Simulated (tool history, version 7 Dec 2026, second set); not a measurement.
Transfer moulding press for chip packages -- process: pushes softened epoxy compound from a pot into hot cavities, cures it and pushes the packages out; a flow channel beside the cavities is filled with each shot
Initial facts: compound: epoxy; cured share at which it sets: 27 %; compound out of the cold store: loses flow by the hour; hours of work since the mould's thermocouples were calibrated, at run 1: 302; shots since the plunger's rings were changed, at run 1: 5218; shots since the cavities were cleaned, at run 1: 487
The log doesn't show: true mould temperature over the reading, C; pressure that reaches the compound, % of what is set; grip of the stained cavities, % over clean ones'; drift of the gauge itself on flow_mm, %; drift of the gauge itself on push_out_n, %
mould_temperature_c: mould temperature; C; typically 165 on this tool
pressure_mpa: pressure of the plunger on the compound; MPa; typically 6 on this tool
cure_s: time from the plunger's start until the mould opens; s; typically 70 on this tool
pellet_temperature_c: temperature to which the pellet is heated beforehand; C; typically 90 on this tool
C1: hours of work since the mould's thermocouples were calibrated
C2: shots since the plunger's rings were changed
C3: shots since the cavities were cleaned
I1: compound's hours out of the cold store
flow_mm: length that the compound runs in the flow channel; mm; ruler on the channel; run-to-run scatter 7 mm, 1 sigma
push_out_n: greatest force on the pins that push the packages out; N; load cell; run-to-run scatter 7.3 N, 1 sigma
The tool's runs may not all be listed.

run 1 hour=0 | mould_temperature_c=165 pressure_mpa=6 cure_s=70 pellet_temperature_c=90 | C1=302 C2=5218 C3=487 | I1=39.4 | flow_mm=781 push_out_n=305
-- hour=5.4 cavities cleaned with cleaning compound and waxed
run 2 hour=13.2 | mould_temperature_c=165 pressure_mpa=6 cure_s=70 pellet_temperature_c=90 | C1=308 C2=5341 C3=82 | I1=41 | flow_mm=775 push_out_n=294
-- hour=27.9 plunger's sealing rings changed
run 3 hour=30.4 | mould_temperature_c=165 pressure_mpa=7.35 cure_s=70 pellet_temperature_c=90 | C1=314 C2=26 C3=235 | I1=42.3 | flow_mm=857 push_out_n=302
run 4 hour=41.8 | mould_temperature_c=165 pressure_mpa=7.35 cure_s=70 pellet_temperature_c=90 | C1=320 C2=145 C3=354 | I1=25.9 | flow_mm=947 push_out_n=307
-- hour=60.5 cavities cleaned with cleaning compound and waxed
run 5 hour=60.5 | mould_temperature_c=165 pressure_mpa=7.35 cure_s=70 pellet_temperature_c=90 | C1=327 C2=324 C3=0 | I1=11.3 | flow_mm=1044 push_out_n=325
run 6 hour=68.7 | mould_temperature_c=165 pressure_mpa=7.35 cure_s=70 pellet_temperature_c=90 | C1=331 C2=409 C3=85 | I1=16.8 | flow_mm=1023 push_out_n=329
run 7 hour=78.6 | mould_temperature_c=165 pressure_mpa=6 cure_s=70 pellet_temperature_c=90 | C1=335 C2=512 C3=188 | I1=30.6 | flow_mm=832 push_out_n=313
run 8 hour=97.7 | mould_temperature_c=165 pressure_mpa=6 cure_s=70 pellet_temperature_c=90 | C1=344 C2=711 C3=387 | I1=12.1 | flow_mm=947 push_out_n=332
-- hour=113.6 cavities cleaned with cleaning compound and waxed
run 9 hour=113.7 | mould_temperature_c=165 pressure_mpa=6 cure_s=70 pellet_temperature_c=90 | C1=351 C2=862 C3=1 | I1=17.8 | flow_mm=895 push_out_n=322
run 10 hour=126.7 | mould_temperature_c=165 pressure_mpa=6 cure_s=70 pellet_temperature_c=90 | C1=357 C2=998 C3=137 | I1=28.6 | flow_mm=845 push_out_n=314
run 11 hour=141.2 | mould_temperature_c=165 pressure_mpa=6 cure_s=70 pellet_temperature_c=90 | C1=363 C2=1149 C3=288 | I1=10.9 | flow_mm=969 push_out_n=325
run 12 hour=155.8 | mould_temperature_c=165 pressure_mpa=6 cure_s=70 pellet_temperature_c=90 | C1=370 C2=1302 C3=441 | I1=8.5 | flow_mm=972 push_out_n=330
-- hour=166.7 cavities cleaned with cleaning compound and waxed
run 13 hour=170.3 | mould_temperature_c=165 pressure_mpa=6 cure_s=61 pellet_temperature_c=90 | C1=376 C2=1436 C3=37 | I1=38.7 | flow_mm=799 push_out_n=390
run 14 hour=185 | mould_temperature_c=165 pressure_mpa=6 cure_s=61 pellet_temperature_c=90 | C1=382 C2=1590 C3=191 | I1=47.8 | flow_mm=733 push_out_n=382
run 15 hour=198 | mould_temperature_c=165 pressure_mpa=6 cure_s=61 pellet_temperature_c=90 | C1=388 C2=1726 C3=327 | I1=30.5 | flow_mm=826 push_out_n=401
run 16 hour=215.1 | mould_temperature_c=165 pressure_mpa=6 cure_s=61 pellet_temperature_c=90 | C1=396 C2=1904 C3=505 | I1=22 | flow_mm=875 push_out_n=437
-- hour=218.8 cavities cleaned with cleaning compound and waxed
run 17 hour=229.6 | mould_temperature_c=171 pressure_mpa=6.64 cure_s=70 pellet_temperature_c=90 | C1=402 C2=2039 C3=112 | I1=19.3 | flow_mm=934 push_out_n=268
run 18 hour=246.8 | mould_temperature_c=171 pressure_mpa=6.64 cure_s=70 pellet_temperature_c=90 | C1=410 C2=2218 C3=291 | I1=36.1 | flow_mm=827 push_out_n=262
run 19 hour=265.4 | mould_temperature_c=171 pressure_mpa=6.64 cure_s=70 pellet_temperature_c=90 | C1=418 C2=2412 C3=485 | I1=36.3 | flow_mm=834 push_out_n=267
-- hour=272 cavities cleaned with cleaning compound and waxed
run 20 hour=277.2 | mould_temperature_c=163 pressure_mpa=6 cure_s=70 pellet_temperature_c=90 | C1=423 C2=2520 C3=55 | I1=46.9 | flow_mm=746 push_out_n=326
run 21 hour=287.2 | mould_temperature_c=165 pressure_mpa=6 cure_s=88 pellet_temperature_c=90 | C1=427 C2=2624 C3=159 | I1=29.3 | flow_mm=830 push_out_n=237
run 22 hour=299.3 | mould_temperature_c=171 pressure_mpa=5.67 cure_s=57 pellet_temperature_c=90 | C1=433 C2=2750 C3=285 | I1=25.8 | flow_mm=823 push_out_n=344
run 23 hour=318.8 | mould_temperature_c=171 pressure_mpa=6.97 cure_s=72 pellet_temperature_c=90 | C1=442 C2=2954 C3=489 | I1=30.2 | flow_mm=893 push_out_n=257
-- hour=324.9 cavities cleaned with cleaning compound and waxed
run 24 hour=335.5 | mould_temperature_c=171 pressure_mpa=6.97 cure_s=72 pellet_temperature_c=90 | C1=449 C2=3112 C3=111 | I1=24.2 | flow_mm=932 push_out_n=266
run 25 hour=344.3 | mould_temperature_c=171 pressure_mpa=6.97 cure_s=72 pellet_temperature_c=90 | C1=453 C2=3204 C3=203 | I1=25.5 | flow_mm=915 push_out_n=252
run 26 hour=356.6 | mould_temperature_c=167 pressure_mpa=6 cure_s=107 pellet_temperature_c=90 | C1=458 C2=3331 C3=330 | I1=11.9 | flow_mm=939 push_out_n=245
run 27 hour=365.3 | mould_temperature_c=168 pressure_mpa=5.11 cure_s=63 pellet_temperature_c=100 | C1=462 C2=3422 C3=421 | I1=46.2 | flow_mm=669 push_out_n=300
-- hour=378.4 cavities cleaned with cleaning compound and waxed
run 28 hour=383.4 | mould_temperature_c=164 pressure_mpa=6.47 cure_s=97 pellet_temperature_c=98 | C1=470 C2=3595 C3=52 | I1=11 | flow_mm=990 push_out_n=248

What if the next run were any one of these 3? Each begins from the tool's condition after run 28:
run A hour=393.3 | mould_temperature_c=165 pressure_mpa=6 cure_s=70 pellet_temperature_c=87 | C1=474 C2=3699 C3=156 | I1=27.6 | flow_mm=? push_out_n=?
run B hour=393.3 | mould_temperature_c=165 pressure_mpa=7.03 cure_s=70 pellet_temperature_c=100 | C1=474 C2=3699 C3=156 | I1=43 | flow_mm=? push_out_n=?
run C hour=393.3 | mould_temperature_c=165 pressure_mpa=6 cure_s=70 pellet_temperature_c=93 | C1=474 C2=3699 C3=156 | I1=22 | flow_mm=? push_out_n=?

run=A flow_mm=835 push_out_n=309
run=B flow_mm=836 push_out_n=295
run=C flow_mm=891 push_out_n=323
With no hidden state in the tool, these same runs would have given:
run=A flow_mm=838 push_out_n=308
run=B flow_mm=838 push_out_n=293
run=C flow_mm=894 push_out_n=322
